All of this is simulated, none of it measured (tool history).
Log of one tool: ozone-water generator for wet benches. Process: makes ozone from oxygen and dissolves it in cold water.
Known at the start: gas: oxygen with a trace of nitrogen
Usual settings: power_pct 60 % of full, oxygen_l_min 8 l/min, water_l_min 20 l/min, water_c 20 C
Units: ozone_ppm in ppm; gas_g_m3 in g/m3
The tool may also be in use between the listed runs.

Run 1, hour 0: usual settings. Result: ozone_ppm 22.8 ppm, gas_g_m3 209.9 g/m3.
Run 2, hour 18.9: usual settings. Result: ozone_ppm 22.6 ppm, gas_g_m3 209.5 g/m3.
Run 3, hour 48.4: usual settings. Result: ozone_ppm 22.9 ppm, gas_g_m3 209.5 g/m3.
Run 4, hour 66.9: usual settings. Result: ozone_ppm 22.8 ppm, gas_g_m3 210 g/m3.
Run 5, hour 93.5: usual settings. Result: ozone_ppm 22.7 ppm, gas_g_m3 207.6 g/m3.
Run 6, hour 123: usual settings. Result: ozone_ppm 22.6 ppm, gas_g_m3 209.7 g/m3.
Run 7, hour 137.9: usual settings but water_l_min 26 l/min. Result: ozone_ppm 18.5 ppm, gas_g_m3 206.8 g/m3.
Run 8, hour 164.8: usual settings but water_l_min 26 l/min. Result: ozone_ppm 18.5 ppm, gas_g_m3 208.5 g/m3.
Run 9, hour 191.4: usual settings but water_l_min 26 l/min. Result: ozone_ppm 18.5 ppm, gas_g_m3 208.9 g/m3.
Run 10, hour 216.9: usual settings. Result: ozone_ppm 22.7 ppm, gas_g_m3 207.8 g/m3.
Run 11, hour 232.8: usual settings. Result: ozone_ppm 22.7 ppm, gas_g_m3 207.1 g/m3.
Run 12, hour 254: usual settings but oxygen_l_min 10.2 l/min. Result: ozone_ppm 21.9 ppm, gas_g_m3 180.7 g/m3.
Run 13, hour 271.7: usual settings. Result: ozone_ppm 22.7 ppm, gas_g_m3 209.3 g/m3.
Run 14, hour 292.4: usual settings. Result: ozone_ppm 22.6 ppm, gas_g_m3 210 g/m3.
Run 15, hour 322.8: usual settings. Result: ozone_ppm 22.5 ppm, gas_g_m3 206.3 g/m3.
Run 16, hour 338.1: usual settings. Result: ozone_ppm 22.6 ppm, gas_g_m3 207.7 g/m3.
Run 17, hour 361.1: usual settings but power_pct 95 % of full. Result: ozone_ppm 30.3 ppm, gas_g_m3 278.4 g/m3.
Run 18, hour 385.1: usual settings but power_pct 57 % of full. Result: ozone_ppm 22 ppm, gas_g_m3 200 g/m3.
Run 19, hour 416.9: usual settings but power_pct 41 % of full, oxygen_l_min 6.97 l/min, water_l_min 13 l/min. Result: ozone_ppm 24.5 ppm, gas_g_m3 175.9 g/m3.
Run 20, hour 439.3: usual settings but power_pct 69 % of full, oxygen_l_min 12.27 l/min, water_l_min 21 l/min, water_c 28 C. Result: ozone_ppm 18.5 ppm, gas_g_m3 179.3 g/m3.
Run 21, hour 470.2: usual settings but power_pct 66 % of full, oxygen_l_min 4.4 l/min, water_l_min 21 l/min, water_c 14 C. Result: ozone_ppm 25.4 ppm, gas_g_m3 307 g/m3.
Run 22, hour 486.2: usual settings but power_pct 66 % of full, oxygen_l_min 4.4 l/min, water_l_min 21 l/min, water_c 14 C. Result: ozone_ppm 25.5 ppm, gas_g_m3 304.9 g/m3.
Run 23, hour 516.7: usual settings but power_pct 44 % of full, oxygen_l_min 7.65 l/min, water_c 18 C. Result: ozone_ppm 19.3 ppm, gas_g_m3 175.6 g/m3.
Run 24, hour 536.8: usual settings but oxygen_l_min 11.29 l/min, water_l_min 24 l/min. Result: ozone_ppm 18.7 ppm, gas_g_m3 170.1 g/m3.
Run 25, hour 550.8: usual settings but oxygen_l_min 4.12 l/min. Result: ozone_ppm 23.5 ppm, gas_g_m3 299.8 g/m3.
Run 26, hour 578.3: usual settings but power_pct 52 % of full, oxygen_l_min 13.81 l/min, water_c 24 C. Result: ozone_ppm 16.8 ppm, gas_g_m3 139.6 g/m3.
Run 27, hour 592.2: usual settings but power_pct 52 % of full, oxygen_l_min 13.81 l/min, water_c 24 C. Result: ozone_ppm 17.1 ppm, gas_g_m3 140.6 g/m3.
Run 28, hour 612.5: usual settings but power_pct 52 % of full, oxygen_l_min 13.81 l/min, water_l_min 17 l/min, water_c 24 C. Result: ozone_ppm 18.5 ppm, gas_g_m3 140.7 g/m3.
Run 29, hour 630.6: usual settings but power_pct 83 % of full, water_l_min 16 l/min. Result: ozone_ppm 32.1 ppm, gas_g_m3 253 g/m3.
Run 30, hour 661.4: usual settings but power_pct 83 % of full, water_l_min 19 l/min. Result: ozone_ppm 28.7 ppm, gas_g_m3 254 g/m3.
Run 31, hour 691.9: usual settings but power_pct 49 % of full, oxygen_l_min 12.45 l/min, water_l_min 13 l/min, water_c 16 C. Result: ozone_ppm 25.8 ppm, gas_g_m3 143.3 g/m3.
Run 32, hour 718: usual settings but power_pct 59 % of full, water_l_min 18 l/min. Result: ozone_ppm 23.5 ppm, gas_g_m3 205.3 g/m3.
Run 33, hour 734.4: usual settings but power_pct 53 % of full, oxygen_l_min 6.14 l/min, water_l_min 18 l/min. Result: ozone_ppm 23.2 ppm, gas_g_m3 220.6 g/m3.

Forecast each of these 3 alternatives for the next run:
Run A, hour 747.7: usual settings but power_pct 53 % of full, oxygen_l_min 6.14 l/min, water_l_min 22 l/min, water_c 16 C. Result: ozone_ppm ?, gas_g_m3 ?.
Run B, hour 747.7: usual settings but oxygen_l_min 9.05 l/min, water_c 21 C. Result: ozone_ppm ?, gas_g_m3 ?.
Run C, hour 747.7: usual settings but oxygen_l_min 4.42 l/min, water_l_min 18 l/min, water_c 18 C. Result: ozone_ppm ?, gas_g_m3 ?.

run  ozone_ppm  gas_g_m3
  A       20.9     221.2
  B       21.6       191
  C       26.2     287.7
Without the tool's hidden state the same runs would have given:
run  ozone_ppm  gas_g_m3
  A       21.8     225.3
  B       22.5     194.9
  C       27.3     293.5

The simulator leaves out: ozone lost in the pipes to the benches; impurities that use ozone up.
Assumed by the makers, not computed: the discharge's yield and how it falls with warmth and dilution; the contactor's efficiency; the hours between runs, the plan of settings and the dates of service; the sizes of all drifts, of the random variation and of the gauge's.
